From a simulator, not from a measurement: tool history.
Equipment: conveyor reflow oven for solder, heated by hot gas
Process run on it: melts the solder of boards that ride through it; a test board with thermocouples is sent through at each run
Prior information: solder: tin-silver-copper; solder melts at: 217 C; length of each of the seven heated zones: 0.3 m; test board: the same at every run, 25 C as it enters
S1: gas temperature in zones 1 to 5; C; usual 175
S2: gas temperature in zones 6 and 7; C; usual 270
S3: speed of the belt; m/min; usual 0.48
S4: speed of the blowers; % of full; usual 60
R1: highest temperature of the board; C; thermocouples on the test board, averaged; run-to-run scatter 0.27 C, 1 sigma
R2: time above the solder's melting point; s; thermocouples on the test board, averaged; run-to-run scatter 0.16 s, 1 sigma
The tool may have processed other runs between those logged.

run    hour   S1   S2     S3  S4     R1    R2
  1       0  175  270   0.48  60  252.9  57.3
  2    83.7  175  270   0.48  60  251.8  56.8
  3   148.3  175  270  0.429  60  254.8    67
  4   220.7  175  270  0.429  60    255  66.8
        273  -- flux residue cleaned out of gas plates and filters
  5   300.3  175  270  0.429  60  257.5  68.7
  6   354.6  175  270  0.429  60  256.4  68.8
  7     397  175  270  0.429  60  256.4  68.7
  8   433.9  175  270  0.429  60  256.6  68.1
  9   490.8  175  270  0.429  60  255.8  68.3
 10     539  175  271   0.48  60  253.8  58.3
 11     608  175  271   0.48  60  253.2  58.2
 12   655.7  175  271   0.48  60  252.9    58
 13   725.9  175  271   0.48  60  252.2  57.7
 14   802.4  175  271   0.48  60  252.4  57.3
 15   865.3  175  271   0.48  60    252  57.3
      912.3  -- flux residue cleaned out of gas plates and filters
 16   934.8  175  268   0.48  74  254.2  60.7
 17   985.9  187  270   0.46  60  256.1  68.6
 18    1027  166  270   0.46  60  253.3  58.3
 19  1063.6  166  270   0.46  60  252.8  58.2
 20  1108.6  166  270   0.46  60  252.2  57.8
 21  1147.7  166  270   0.46  61    252  58.3
 22  1217.2  175  270    0.4  56  255.8  74.5
     1298.5  -- thermocouples of zones 6 and 7 changed
 23  1298.5  168  262  0.469  51  244.7  49.7
 24  1376.4  168  275  0.469  71  260.2  63.2
 25  1454.3  175  261   0.48  60  245.7  52.7
 26  1528.1  175  261   0.48  60  245.3  52.4
     1558.8  -- flux residue cleaned out of gas plates and filters
 27  1584.1  175  270    0.4  60    260  77.9
     1669.9  -- belt drive overhauled, speed set with a stopwatch
 28  1674.7  175  270    0.4  60  259.1  74.9
 29  1740.4  175  270    0.4  60  259.1  74.9
 30  1778.4  175  270  0.477  60  254.2  58.2

Consider 4 possible next runs. They are alternatives, not a sequence: every one starts from the tool as it was left by run 30. What does each give?
  A  1834.3  188  270  0.386  82   ?   ?
  B  1834.3  169  268  0.477  63   ?   ?
  C  1834.3  175  265   0.48  60   ?   ?
  D  1834.3  175  281  0.477  52   ?   ?

run     R1    R2
  A  263.8  86.4
  B  251.9  54.8
  C  249.4  54.2
  D  261.2  62.3
Stripped of hidden state, with their random variation kept, the same runs would have yielded:
run     R1    R2
  A  265.4    87
  B  253.8  56.4
  C  251.3  55.7
  D    263  63.3

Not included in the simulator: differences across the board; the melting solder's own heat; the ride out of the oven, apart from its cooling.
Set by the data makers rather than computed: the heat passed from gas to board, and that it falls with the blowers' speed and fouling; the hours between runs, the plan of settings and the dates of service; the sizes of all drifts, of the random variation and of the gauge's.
